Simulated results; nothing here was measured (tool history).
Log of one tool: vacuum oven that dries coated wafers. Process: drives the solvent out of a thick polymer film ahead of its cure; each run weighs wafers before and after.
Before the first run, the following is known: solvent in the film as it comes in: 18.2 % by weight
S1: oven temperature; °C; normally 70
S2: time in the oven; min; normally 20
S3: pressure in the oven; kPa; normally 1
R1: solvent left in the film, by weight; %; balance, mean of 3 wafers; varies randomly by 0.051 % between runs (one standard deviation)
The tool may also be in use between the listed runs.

run 1 hour=0 | S1=70 S2=20 S3=1 | R1=1.29
run 2 hour=15.7 | S1=70 S2=20 S3=1 | R1=1.37
run 3 hour=32.2 | S1=70 S2=20 S3=1 | R1=1.3
run 4 hour=47.1 | S1=70 S2=20 S3=1 | R1=1.2
run 5 hour=63.1 | S1=70 S2=20 S3=0.98 | R1=1.31
run 6 hour=74.3 | S1=70 S2=12 S3=1 | R1=2.71
run 7 hour=98.2 | S1=70 S2=12 S3=1 | R1=2.72
run 8 hour=110 | S1=70 S2=20 S3=1 | R1=1.36
run 9 hour=125.4 | S1=70 S2=20 S3=1 | R1=1.43
run 10 hour=142.3 | S1=70 S2=20 S3=1 | R1=1.32
run 11 hour=162.7 | S1=70 S2=20 S3=1 | R1=1.41
run 12 hour=184.4 | S1=70 S2=20 S3=1 | R1=1.34
run 13 hour=199.8 | S1=70 S2=14 S3=1 | R1=2.2
run 14 hour=217.2 | S1=78 S2=18 S3=3.39 | R1=1.87
run 15 hour=233.6 | S1=73 S2=16 S3=1.43 | R1=1.59
run 16 hour=249.3 | S1=67 S2=16 S3=2.22 | R1=3.56
run 17 hour=261.2 | S1=80 S2=22 S3=1 | R1=0.56
run 18 hour=276.9 | S1=80 S2=22 S3=2.11 | R1=1.04
run 19 hour=289.9 | S1=80 S2=22 S3=2.11 | R1=1.16
run 20 hour=305.3 | S1=80 S2=22 S3=2.11 | R1=1.14
run 21 hour=319.1 | S1=80 S2=22 S3=2.11 | R1=1.13
run 22 hour=336.8 | S1=69 S2=14 S3=0.66 | R1=2.25
run 23 hour=350.2 | S1=67 S2=17 S3=0.66 | R1=2.16
run 24 hour=364.8 | S1=67 S2=17 S3=0.66 | R1=2.07
run 25 hour=378.3 | S1=70 S2=20 S3=1.56 | R1=1.75
run 26 hour=402 | S1=74 S2=11 S3=2.26 | R1=2.9

Table of differences, measured result less the result of that run with no hidden state. Run-to-run variation is the same in both. Gauge scatter possibly is not:
Unlogged tool condition in this case: true wafer temperature over the reading, C; true pressure over the reading, kPa; drift of the gauge itself on solvent_pct, %.
run=1 R1=+0.1
run=2 R1=+0.11
run=3 R1=+0.11
run=4 R1=+0.11
run=5 R1=+0.12
run=6 R1=+0.19
run=7 R1=+0.19
run=8 R1=+0.12
run=9 R1=+0.12
run=10 R1=+0.12
run=11 R1=+0.14
run=12 R1=+0.13
run=13 R1=+0.2
run=14 R1=+0.1
run=15 R1=+0.15
run=16 R1=+0.25
run=17 R1=+0.06
run=18 R1=+0.07
run=19 R1=+0.08
run=20 R1=+0.07
run=21 R1=+0.07
run=22 R1=+0.23
run=23 R1=+0.24
run=24 R1=+0.25
run=25 R1=+0.18
run=26 R1=+0.25
